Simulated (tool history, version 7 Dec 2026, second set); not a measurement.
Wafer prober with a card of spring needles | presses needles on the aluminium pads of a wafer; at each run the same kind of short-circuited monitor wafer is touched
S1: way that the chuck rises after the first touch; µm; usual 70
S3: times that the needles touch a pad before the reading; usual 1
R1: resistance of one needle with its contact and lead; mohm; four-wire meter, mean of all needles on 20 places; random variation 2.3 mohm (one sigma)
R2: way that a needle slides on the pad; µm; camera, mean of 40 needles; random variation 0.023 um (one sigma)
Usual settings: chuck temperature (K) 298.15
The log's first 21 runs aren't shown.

-- hour=162.6 tips cleaned on abrasive film
run 22 hour=162.9 | S1=86 chuck_temperature_(K)=298.15 S3=2 | R1=259 R2=17.17
run 23 hour=169.3 | S1=86 chuck_temperature_(K)=298.15 S3=2 | R1=263 R2=17.21
-- hour=170.4 tips cleaned on abrasive film
run 24 hour=176.2 | S1=74 chuck_temperature_(K)=363.15 S3=1 | R1=286 R2=14.71
-- hour=178.2 tips cleaned on abrasive film
-- hour=185.7 tips cleaned on abrasive film
run 25 hour=186.0 | S1=74 chuck_temperature_(K)=317.15 S3=3 | R1=262 R2=14.69
-- hour=193.1 tips cleaned on abrasive film
run 26 hour=196.8 | S1=74 chuck_temperature_(K)=317.15 S3=3 | R1=266 R2=14.72
-- hour=200.4 tips cleaned on abrasive film
run 27 hour=205.3 | S1=78 chuck_temperature_(K)=298.15 S3=2 | R1=261 R2=15.49
-- hour=208.2 tips cleaned on abrasive film
run 28 hour=212.4 | S1=66 chuck_temperature_(K)=330.15 S3=1 | R1=278 R2=13.03
-- hour=215.6 tips cleaned on abrasive film
run 29 hour=217.6 | S1=66 chuck_temperature_(K)=330.15 S3=1 | R1=276 R2=13.05
-- hour=222.8 tips cleaned on abrasive film
run 30 hour=227.5 | S1=66 chuck_temperature_(K)=330.15 S3=1 | R1=281 R2=13.03
-- hour=230.1 tips cleaned on abrasive film
run 31 hour=236.7 | S1=66 chuck_temperature_(K)=330.15 S3=1 | R1=285 R2=13.06
-- hour=237.6 tips cleaned on abrasive film
-- hour=242.3 height of the first contact set anew
-- hour=245.4 tips cleaned on abrasive film
run 32 hour=246.0 | S1=59 chuck_temperature_(K)=306.15 S3=2 | R1=268 R2=11.89
run 33 hour=252.4 | S1=80 chuck_temperature_(K)=326.15 S3=1 | R1=275 R2=16.06
-- hour=253.2 tips cleaned on abrasive film
-- hour=260.4 tips cleaned on abrasive film
run 34 hour=260.9 | S1=53 chuck_temperature_(K)=330.15 S3=1 | R1=278 R2=10.65

Forecast each of these 3 alternatives for the next run:
run A hour=267.3 | S1=53 chuck_temperature_(K)=324.15 S3=1 | R1=? R2=?
run B hour=267.3 | S1=70 chuck_temperature_(K)=347.15 S3=1 | R1=? R2=?
run C hour=267.3 | S1=53 chuck_temperature_(K)=318.15 S3=1 | R1=? R2=?

run=A R1=293 R2=10.64
run=B R1=289 R2=14.11
run=C R1=292 R2=10.67
Without the tool's hidden state the same runs would have given:
run=A R1=271 R2=10.67
run=B R1=275 R2=14.13
run=C R1=270 R2=10.69
